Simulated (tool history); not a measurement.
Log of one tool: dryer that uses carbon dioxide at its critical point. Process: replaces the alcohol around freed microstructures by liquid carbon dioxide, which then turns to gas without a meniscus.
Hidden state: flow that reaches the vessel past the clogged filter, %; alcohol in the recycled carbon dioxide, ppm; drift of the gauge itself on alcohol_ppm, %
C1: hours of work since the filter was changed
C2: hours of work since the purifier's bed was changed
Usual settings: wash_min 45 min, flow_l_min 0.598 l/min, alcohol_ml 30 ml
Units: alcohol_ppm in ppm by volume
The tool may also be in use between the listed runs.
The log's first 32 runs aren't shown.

Run 33, hour 907: usual settings but flow_l_min 0.786 l/min, alcohol_ml 34 ml; C1 415; C2 120. Result: alcohol_ppm 49 ppm by volume.
At hour 925.5: inlet filter changed.
Run 34, hour 941.8: usual settings but wash_min 72 min, flow_l_min 0.491 l/min, alcohol_ml 60 ml; C1 11; C2 143. Result: alcohol_ppm 35 ppm by volume.
Run 35, hour 981: usual settings but wash_min 72 min, flow_l_min 0.491 l/min, alcohol_ml 60 ml; C1 36; C2 168. Result: alcohol_ppm 43 ppm by volume.
Run 36, hour 1003.1: usual settings but wash_min 72 min, flow_l_min 0.491 l/min, alcohol_ml 60 ml; C1 51; C2 182. Result: alcohol_ppm 37 ppm by volume.
Run 37, hour 1032: usual settings but wash_min 56 min, flow_l_min 0.491 l/min, alcohol_ml 72 ml; C1 69; C2 201. Result: alcohol_ppm 125 ppm by volume.
Run 38, hour 1058.9: usual settings but wash_min 56 min, flow_l_min 0.467 l/min; C1 87; C2 219. Result: alcohol_ppm 84 ppm by volume.
Run 39, hour 1083.3: usual settings but wash_min 60 min, flow_l_min 0.659 l/min, alcohol_ml 84 ml; C1 103; C2 235. Result: alcohol_ppm 54 ppm by volume.
Run 40, hour 1101.5: usual settings but wash_min 68 min, flow_l_min 0.502 l/min, alcohol_ml 40 ml; C1 115; C2 247. Result: alcohol_ppm 53 ppm by volume.
Run 41, hour 1120.3: usual settings but wash_min 63 min, flow_l_min 0.473 l/min, alcohol_ml 85 ml; C1 127; C2 259. Result: alcohol_ppm 125 ppm by volume.
Run 42, hour 1148.8: usual settings but flow_l_min 0.512 l/min, alcohol_ml 37 ml; C1 146; C2 277. Result: alcohol_ppm 157 ppm by volume.
Run 43, hour 1173.2: usual settings but flow_l_min 0.512 l/min, alcohol_ml 37 ml; C1 161; C2 293. Result: alcohol_ppm 172 ppm by volume.
Run 44, hour 1212.1: usual settings but flow_l_min 0.512 l/min, alcohol_ml 37 ml; C1 187; C2 319. Result: alcohol_ppm 183 ppm by volume.
Run 45, hour 1236.8: usual settings but flow_l_min 0.377 l/min, alcohol_ml 31 ml; C1 203; C2 335. Result: alcohol_ppm 432 ppm by volume.
Run 46, hour 1254.7: usual settings but wash_min 41 min, alcohol_ml 57 ml; C1 214; C2 346. Result: alcohol_ppm 215 ppm by volume.

4 ways to go on from here, each from the tool as it stands after run 46. What would each give?
Run A, hour 1284.9: usual settings but wash_min 41 min, flow_l_min 0.497 l/min, alcohol_ml 95 ml; C1 234; C2 366. Result: alcohol_ppm ?.
Run B, hour 1284.9: usual settings but wash_min 44 min, flow_l_min 0.981 l/min, alcohol_ml 91 ml; C1 234; C2 366. Result: alcohol_ppm ?.
Run C, hour 1284.9: usual settings but flow_l_min 0.952 l/min, alcohol_ml 57 ml; C1 234; C2 366. Result: alcohol_ppm ?.
Run D, hour 1284.9: usual settings but wash_min 32 min, flow_l_min 0.764 l/min, alcohol_ml 28 ml; C1 234; C2 366. Result: alcohol_ppm ?.

run  alcohol_ppm
  A          668
  B           66
  C           59
  D          128
Without the tool's hidden state the same runs would have given:
run  alcohol_ppm
  A          403
  B            7
  C            0
  D           45
